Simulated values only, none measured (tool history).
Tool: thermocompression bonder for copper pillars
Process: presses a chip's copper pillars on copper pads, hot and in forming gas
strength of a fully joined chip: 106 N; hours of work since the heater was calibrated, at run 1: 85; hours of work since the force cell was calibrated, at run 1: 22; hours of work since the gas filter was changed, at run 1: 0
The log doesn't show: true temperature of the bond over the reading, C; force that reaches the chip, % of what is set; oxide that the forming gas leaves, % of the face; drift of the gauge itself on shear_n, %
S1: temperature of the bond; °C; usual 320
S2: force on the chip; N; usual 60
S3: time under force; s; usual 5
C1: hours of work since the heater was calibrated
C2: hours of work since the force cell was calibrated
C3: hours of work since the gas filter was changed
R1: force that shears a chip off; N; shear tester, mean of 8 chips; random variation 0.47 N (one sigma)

{"run": 1, "hour": 0.0, "S1": 320, "S2": 60, "S3": 5, "C1": 85, "C2": 22, "C3": 0, "R1": 70.4}
{"run": 2, "hour": 47.2, "S1": 320, "S2": 60, "S3": 5, "C1": 115, "C2": 52, "C3": 30, "R1": 70.1}
{"run": 3, "hour": 94.8, "S1": 320, "S2": 60, "S3": 5, "C1": 145, "C2": 82, "C3": 60, "R1": 70.5}
{"run": 4, "hour": 130.8, "S1": 303, "S2": 60, "S3": 5, "C1": 168, "C2": 105, "C3": 83, "R1": 61.7}
{"run": 5, "hour": 197.3, "S1": 303, "S2": 60, "S3": 5, "C1": 210, "C2": 147, "C3": 124, "R1": 61.5}
{"run": 6, "hour": 259.5, "S1": 303, "S2": 60, "S3": 3, "C1": 249, "C2": 186, "C3": 164, "R1": 51.3}
{"run": 7, "hour": 287.6, "S1": 316, "S2": 60, "S3": 5, "C1": 267, "C2": 204, "C3": 181, "R1": 65.2}
{"run": 8, "hour": 352.0, "S1": 316, "S2": 60, "S3": 5, "C1": 307, "C2": 244, "C3": 222, "R1": 63.9}
{"run": 9, "hour": 403.6, "S1": 316, "S2": 60, "S3": 5, "C1": 340, "C2": 277, "C3": 255, "R1": 62.8}
{"run": 10, "hour": 446.7, "S1": 316, "S2": 60, "S3": 5, "C1": 367, "C2": 304, "C3": 282, "R1": 63.0}
{"hour": 456.5, "done": "forming gas filter changed"}
{"run": 11, "hour": 475.1, "S1": 320, "S2": 60, "S3": 5, "C1": 384, "C2": 321, "C3": 12, "R1": 69.9}
{"run": 12, "hour": 515.2, "S1": 320, "S2": 60, "S3": 5, "C1": 410, "C2": 347, "C3": 37, "R1": 69.5}
{"run": 13, "hour": 580.5, "S1": 320, "S2": 60, "S3": 5, "C1": 451, "C2": 388, "C3": 78, "R1": 68.3}
{"run": 14, "hour": 621.1, "S1": 320, "S2": 60, "S3": 5, "C1": 477, "C2": 414, "C3": 104, "R1": 68.5}
{"run": 15, "hour": 676.6, "S1": 320, "S2": 60, "S3": 5, "C1": 512, "C2": 449, "C3": 139, "R1": 67.0}
{"run": 16, "hour": 728.9, "S1": 320, "S2": 60, "S3": 5, "C1": 545, "C2": 482, "C3": 172, "R1": 66.9}
{"run": 17, "hour": 775.6, "S1": 320, "S2": 60, "S3": 5, "C1": 574, "C2": 511, "C3": 201, "R1": 66.1}
{"run": 18, "hour": 835.9, "S1": 320, "S2": 60, "S3": 3, "C1": 612, "C2": 549, "C3": 239, "R1": 56.1}
{"run": 19, "hour": 878.8, "S1": 320, "S2": 60, "S3": 3, "C1": 639, "C2": 576, "C3": 266, "R1": 55.5}
{"hour": 911.8, "done": "forming gas filter changed"}
{"run": 20, "hour": 927.3, "S1": 317, "S2": 60, "S3": 5, "C1": 669, "C2": 607, "C3": 10, "R1": 67.6}
{"run": 21, "hour": 993.1, "S1": 297, "S2": 60, "S3": 5, "C1": 711, "C2": 648, "C3": 51, "R1": 57.4}
{"run": 22, "hour": 1043.8, "S1": 320, "S2": 76, "S3": 5, "C1": 743, "C2": 680, "C3": 83, "R1": 76.0}
{"hour": 1051.1, "done": "force cell calibrated"}
{"run": 23, "hour": 1110.0, "S1": 325, "S2": 86, "S3": 15, "C1": 784, "C2": 37, "C3": 124, "R1": 95.5}
{"run": 24, "hour": 1170.9, "S1": 325, "S2": 86, "S3": 15, "C1": 822, "C2": 76, "C3": 163, "R1": 94.4}
{"run": 25, "hour": 1222.9, "S1": 320, "S2": 77, "S3": 8, "C1": 855, "C2": 108, "C3": 195, "R1": 80.6}
{"run": 26, "hour": 1270.5, "S1": 327, "S2": 38, "S3": 5, "C1": 885, "C2": 138, "C3": 225, "R1": 55.1}
{"hour": 1293.4, "done": "force cell calibrated, once more"}
{"run": 27, "hour": 1329.0, "S1": 342, "S2": 60, "S3": 5, "C1": 921, "C2": 22, "C3": 261, "R1": 72.3}
{"run": 28, "hour": 1365.9, "S1": 320, "S2": 60, "S3": 3, "C1": 944, "C2": 46, "C3": 285, "R1": 53.8}
{"hour": 1370.3, "done": "forming gas filter changed"}
{"hour": 1378.4, "done": "heater calibrated with a thermocouple chip"}
{"run": 29, "hour": 1404.2, "S1": 297, "S2": 38, "S3": 9, "C1": 16, "C2": 68, "C3": 20, "R1": 58.4}
{"run": 30, "hour": 1472.2, "S1": 343, "S2": 43, "S3": 9, "C1": 59, "C2": 111, "C3": 63, "R1": 80.6}
{"run": 31, "hour": 1530.0, "S1": 330, "S2": 42, "S3": 5, "C1": 96, "C2": 148, "C3": 100, "R1": 62.9}
{"run": 32, "hour": 1565.2, "S1": 342, "S2": 60, "S3": 14, "C1": 118, "C2": 170, "C3": 122, "R1": 93.5}
{"run": 33, "hour": 1600.3, "S1": 320, "S2": 56, "S3": 3, "C1": 140, "C2": 192, "C3": 144, "R1": 56.8}
{"run": 34, "hour": 1632.8, "S1": 301, "S2": 56, "S3": 10, "C1": 161, "C2": 213, "C3": 164, "R1": 70.4}
{"run": 35, "hour": 1673.6, "S1": 302, "S2": 49, "S3": 15, "C1": 186, "C2": 238, "C3": 190, "R1": 73.0}
{"run": 36, "hour": 1730.9, "S1": 291, "S2": 85, "S3": 15, "C1": 222, "C2": 274, "C3": 226, "R1": 83.0}
{"run": 37, "hour": 1762.8, "S1": 291, "S2": 85, "S3": 15, "C1": 243, "C2": 295, "C3": 246, "R1": 82.0}
{"run": 38, "hour": 1809.9, "S1": 337, "S2": 38, "S3": 10, "C1": 272, "C2": 324, "C3": 276, "R1": 71.3}
{"hour": 1830.3, "done": "forming gas filter changed"}
{"run": 39, "hour": 1871.8, "S1": 343, "S2": 69, "S3": 8, "C1": 311, "C2": 363, "C3": 26, "R1": 91.4}

Some steps in R1 between neighbouring runs. How much of each would the tool show without its hidden state too (settings, what came in, random variation), and how much is left for the hidden state, with any gauge scatter that isn't in both results?
Run 10 -> 11: S1 316 -> 320, forming gas filter changed. R1 +6.9 N: hidden state +4.9, all else +2.0.
Run 25 -> 26: S1 320 -> 327, S2 77 -> 38, S3 8 -> 5. R1 -25.5 N: hidden state +0.7, all else -26.2.
Run 28 -> 29: S1 320 -> 297, S2 60 -> 38, S3 3 -> 9, forming gas filter changed, heater calibrated with a thermocouple chip. R1 +4.6 N: hidden state +7.3, all else -2.7.
Run 31 -> 32: S1 330 -> 342, S2 42 -> 60, S3 5 -> 14. R1 +30.6 N: hidden state -1.4, all else +32.0.
Run 32 -> 33: S1 342 -> 320, S2 60 -> 56, S3 14 -> 3. R1 -36.7 N: hidden state +0.7, all else -37.4.
Run 38 -> 39: S1 337 -> 343, S2 38 -> 69, S3 10 -> 8, forming gas filter changed. R1 +20.1 N: hidden state +5.4, all else +14.7.

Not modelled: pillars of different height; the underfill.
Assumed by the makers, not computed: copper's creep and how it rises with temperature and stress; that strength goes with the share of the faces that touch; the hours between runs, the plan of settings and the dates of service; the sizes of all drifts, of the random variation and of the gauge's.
